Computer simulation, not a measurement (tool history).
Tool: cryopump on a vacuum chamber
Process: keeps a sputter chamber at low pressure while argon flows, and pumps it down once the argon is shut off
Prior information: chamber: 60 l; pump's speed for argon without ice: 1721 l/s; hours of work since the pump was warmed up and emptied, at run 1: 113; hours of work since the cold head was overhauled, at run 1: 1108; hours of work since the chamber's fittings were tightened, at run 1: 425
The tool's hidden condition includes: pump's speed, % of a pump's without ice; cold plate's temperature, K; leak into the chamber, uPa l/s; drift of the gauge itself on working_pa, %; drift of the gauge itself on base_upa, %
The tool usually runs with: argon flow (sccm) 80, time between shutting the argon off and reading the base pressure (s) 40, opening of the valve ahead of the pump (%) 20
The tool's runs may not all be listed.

run,day,argon flow (sccm),time between shutting the argon off and reading the base pressure (s),opening of the valve ahead of the pump (%),hours of work since the pump was warmed up and emptied,hours of work since the cold head was overhauled,hours of work since the chamber's fittings were tightened,pressure while argon flows (Pa),pressure after the wait (uPa)
1,0,80,40,20,113,1108,425,0.3948,2.45
2,2.912,80,40,24,156,1151,467,0.3297,2.46
3,5.717,80,40,24,197,1191,508,0.3326,2.37
4,7.167,80,40,24,218,1213,529,0.3322,2.5
5,10.483,80,40,24,266,1261,578,0.3338,2.46
6,13.225,80,40,24,306,1301,618,0.333,2.46
7,15.946,80,40,24,346,1340,657,0.3353,2.54
8,18.083,80,40,24,377,1372,688,0.3358,2.52
9,21.325,74,40,20,424,1419,736,0.3725,2.52
10,23.946,74,40,20,462,1457,774,0.3697,2.54
11,27.217,80,40,28,510,1505,822,0.2869,2.6
12,30.192,80,40,20,553,1548,865,0.4,2.55
13,31.858,80,40,20,578,1572,889,0.4036,2.52
14,35.204,80,40,20,626,1621,938,0.4029,2.63
15,38.367,156,238,19,672,1667,984,0.8382,0.92
16,39.917,75,111,40,695,1690,1007,0.197,1.34
17,41.983,96,27,20,725,1720,1037,0.4908,3.61
18,43.975,90,49,51,754,1749,1066,0.1913,2.24
19,46.575,147,56,21,792,1787,1104,0.7188,2.01
20,48.004,39,280,38,813,1808,1125,0.1088,0.9
21,50.508,39,280,38,849,1844,1161,0.1078,0.95
22,52.225,39,266,52,874,1869,1186,0.0828,1.01
# day 53.083: leaking fittings of the chamber tightened, without venting
23,55.079,59,172,32,915,1910,29,0.1955,0.73
24,57.221,59,172,32,946,1941,60,0.1952,0.77
# day 58.708: pump warmed up, emptied and cooled again
25,59.971,100,93,45,18,1978,97,0.2199,1.12
26,63.283,100,93,45,67,2026,146,0.2198,1.11
27,64.858,64,145,19,90,2049,169,0.3326,0.8

Below are 4 alternative next runs, each starting from the tool's condition after run 27. Predict each:
A,67.738,35,40,15,132,2091,211,?,?
B,67.738,60,145,42,132,2091,211,?,?
C,67.738,146,49,40,132,2091,211,?,?
D,67.738,41,80,22,132,2091,211,?,?

run,pressure while argon flows (Pa),pressure after the wait (uPa)
A,0.2303,2.33
B,0.1428,0.83
C,0.3632,1.94
D,0.1855,1.3
Without the tool's hidden state the same runs would have given:
run,pressure while argon flows (Pa),pressure after the wait (uPa)
A,0.2287,2.26
B,0.1401,0.75
C,0.3567,1.87
D,0.1836,1.22

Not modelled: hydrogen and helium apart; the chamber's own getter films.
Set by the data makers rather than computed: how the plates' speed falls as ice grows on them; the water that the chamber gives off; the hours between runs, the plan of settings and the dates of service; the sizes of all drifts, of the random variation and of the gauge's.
